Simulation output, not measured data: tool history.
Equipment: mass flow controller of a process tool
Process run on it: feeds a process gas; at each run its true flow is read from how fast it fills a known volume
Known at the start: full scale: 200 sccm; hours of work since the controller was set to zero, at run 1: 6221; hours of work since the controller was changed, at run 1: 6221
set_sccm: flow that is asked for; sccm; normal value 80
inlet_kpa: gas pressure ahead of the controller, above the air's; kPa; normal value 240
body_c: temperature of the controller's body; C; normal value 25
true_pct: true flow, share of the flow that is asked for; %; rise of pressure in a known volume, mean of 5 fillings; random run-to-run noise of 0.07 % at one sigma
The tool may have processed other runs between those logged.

| run | hour | set_sccm | inlet_kpa | body_c | hours of work since the controller was set to zero | hours of work since the controller was changed | true_pct |
|---|---|---|---|---|---|---|---|
| 1 | 0 | 80 | 240 | 25 | 6221 | 6221 | 98.53 |
| 2 | 270 | 80 | 240 | 40 | 6370 | 6370 | 97.85 |
| 3 | 579.7 | 80 | 240 | 40 | 6541 | 6541 | 97.79 |
|  | 639.1 | controller's zero set anew |
| 4 | 743.9 | 80 | 240 | 25 | 58 | 6631 | 98.76 |
| 5 | 971.9 | 80 | 240 | 25 | 183 | 6757 | 98.61 |
| 6 | 1231 | 80 | 240 | 22 | 326 | 6900 | 98.93 |
| 7 | 1525.9 | 80 | 240 | 22 | 489 | 7062 | 99.02 |
| 8 | 1720.3 | 80 | 240 | 25 | 596 | 7169 | 98.98 |
| 9 | 1859.4 | 80 | 240 | 25 | 673 | 7246 | 98.85 |
| 10 | 2129 | 80 | 240 | 25 | 821 | 7394 | 98.94 |
| 11 | 2316.2 | 80 | 240 | 25 | 924 | 7498 | 99.02 |
| 12 | 2514.1 | 80 | 240 | 25 | 1033 | 7607 | 99.17 |
| 13 | 2718.7 | 80 | 240 | 22 | 1146 | 7719 | 99.25 |
|  | 2925.4 | gauge calibrated |
| 14 | 2977.5 | 80 | 240 | 22 | 1289 | 7862 | 98.71 |
| 15 | 3208.3 | 80 | 240 | 22 | 1416 | 7989 | 98.6 |
| 16 | 3447.6 | 21 | 242 | 25 | 1548 | 8121 | 97.93 |
| 17 | 3757.6 | 21 | 242 | 25 | 1719 | 8292 | 98.04 |
| 18 | 3924.7 | 97 | 246 | 25 | 1811 | 8384 | 98.93 |
| 19 | 4243.4 | 35 | 190 | 25 | 1986 | 8560 | 98.4 |
| 20 | 4429 | 36 | 190 | 31 | 2089 | 8662 | 98.31 |
| 21 | 4633.8 | 59 | 240 | 25 | 2202 | 8775 | 98.71 |
| 22 | 4874.3 | 67 | 240 | 33 | 2334 | 8907 | 98.48 |
| 23 | 5051 | 67 | 240 | 33 | 2431 | 9005 | 98.48 |
| 24 | 5375 | 80 | 252 | 25 | 2610 | 9183 | 99.09 |

A few steps of true_pct between consecutive runs. Split each: what settings, incoming material and random variation would produce without the hidden state, and what is left over for the hidden state, along with gauge scatter present in only one of the two compared results (measured, and without hidden state):
Hidden state present: flow at rest that the sensor doesn't see, % of full scale; true flow over the shown one, %; drift of the gauge itself on true_pct, %.
Run 2 -> 3: nothing adjusted, nothing logged. true_pct -0.06 %: hidden state +0.09, all else -0.15.
Run 3 -> 4: body_c 40 -> 25, controller's zero set anew. true_pct +0.97 %: hidden state +0.03, all else +0.94.
Run 13 -> 14: gauge calibrated. true_pct -0.54 %: hidden state -0.71, all else +0.17.
Run 17 -> 18: set_sccm 21 -> 97, inlet_kpa 242 -> 246. true_pct +0.89 %: hidden state +0.04, all else +0.85.

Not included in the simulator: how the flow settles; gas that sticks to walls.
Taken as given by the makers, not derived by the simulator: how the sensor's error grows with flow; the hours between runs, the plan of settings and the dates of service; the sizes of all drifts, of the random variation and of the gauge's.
